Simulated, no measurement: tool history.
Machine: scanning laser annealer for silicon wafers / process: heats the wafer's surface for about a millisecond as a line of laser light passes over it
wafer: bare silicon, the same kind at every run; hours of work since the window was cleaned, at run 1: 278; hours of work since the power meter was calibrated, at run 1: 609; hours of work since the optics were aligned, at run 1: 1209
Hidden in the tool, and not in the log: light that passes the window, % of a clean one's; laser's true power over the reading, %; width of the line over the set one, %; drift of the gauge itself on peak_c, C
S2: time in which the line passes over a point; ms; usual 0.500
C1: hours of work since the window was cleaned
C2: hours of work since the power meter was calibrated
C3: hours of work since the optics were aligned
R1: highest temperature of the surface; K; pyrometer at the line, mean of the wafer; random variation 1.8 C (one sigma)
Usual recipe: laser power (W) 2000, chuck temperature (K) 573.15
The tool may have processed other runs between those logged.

Run 1, hour 0.0: usual settings; C1 278; C2 609; C3 1209. Result: R1 1315.15 K.
Run 2, hour 18.4: usual settings; C1 292; C2 623; C3 1224. Result: R1 1314.15 K.
Run 3, hour 40.1: usual settings; C1 310; C2 641; C3 1241. Result: R1 1312.15 K.
Run 4, hour 73.8: usual settings; C1 336; C2 667; C3 1268. Result: R1 1312.15 K.
Run 5, hour 109.0: usual settings but chuck temperature (K) 549.15; C1 364; C2 695; C3 1296. Result: R1 1285.15 K.
Run 6, hour 131.1: usual settings but chuck temperature (K) 583.15; C1 382; C2 713; C3 1313. Result: R1 1322.15 K.
Run 7, hour 148.4: usual settings but chuck temperature (K) 583.15; C1 395; C2 726; C3 1327. Result: R1 1325.15 K.
Run 8, hour 181.3: usual settings but chuck temperature (K) 583.15; C1 421; C2 752; C3 1353. Result: R1 1318.15 K.
Run 9, hour 204.0: usual settings but chuck temperature (K) 583.15; C1 439; C2 770; C3 1371. Result: R1 1317.15 K.
Run 10, hour 228.1: usual settings but laser power (W) 1794, S2 0.420 ms, chuck temperature (K) 583.15; C1 458; C2 790; C3 1390. Result: R1 1161.15 K.
Run 11, hour 246.1: usual settings but laser power (W) 2062, S2 0.552 ms, chuck temperature (K) 575.15; C1 473; C2 804; C3 1404. Result: R1 1382.15 K.
Run 12, hour 269.0: usual settings but laser power (W) 1868, S2 0.552 ms, chuck temperature (K) 575.15; C1 491; C2 822; C3 1422. Result: R1 1278.15 K.
Run 13, hour 296.2: usual settings but laser power (W) 1999, S2 0.444 ms; C1 512; C2 843; C3 1444. Result: R1 1262.15 K.
Run 14, hour 325.0: usual settings but laser power (W) 1741, S2 0.426 ms, chuck temperature (K) 571.15; C1 535; C2 866; C3 1467. Result: R1 1130.15 K.
Run 15, hour 354.2: usual settings but laser power (W) 1741, S2 0.426 ms, chuck temperature (K) 571.15; C1 558; C2 889; C3 1490. Result: R1 1129.15 K.
At hour 368.7: optics aligned, line set to its width.
Run 16, hour 396.8: usual settings but laser power (W) 2150, S2 0.363 ms, chuck temperature (K) 571.15; C1 588; C2 919; C3 22. Result: R1 1268.15 K.

Hidden condition of the tool, last listed run before each entry between runs versus first listed run after:
Between runs 15 and 16: optics aligned, line set to its width (hour 368.7)
  light that passes the window, % of a clean one's: 97.74 -> 97.64; laser's true power over the reading, %: 0.49 -> 0.51; width of the line over the set one, %: 3.83 -> 0.44
  what was measured, less what the result would be without the hidden state, R1: -31.00 -> -20.00 K
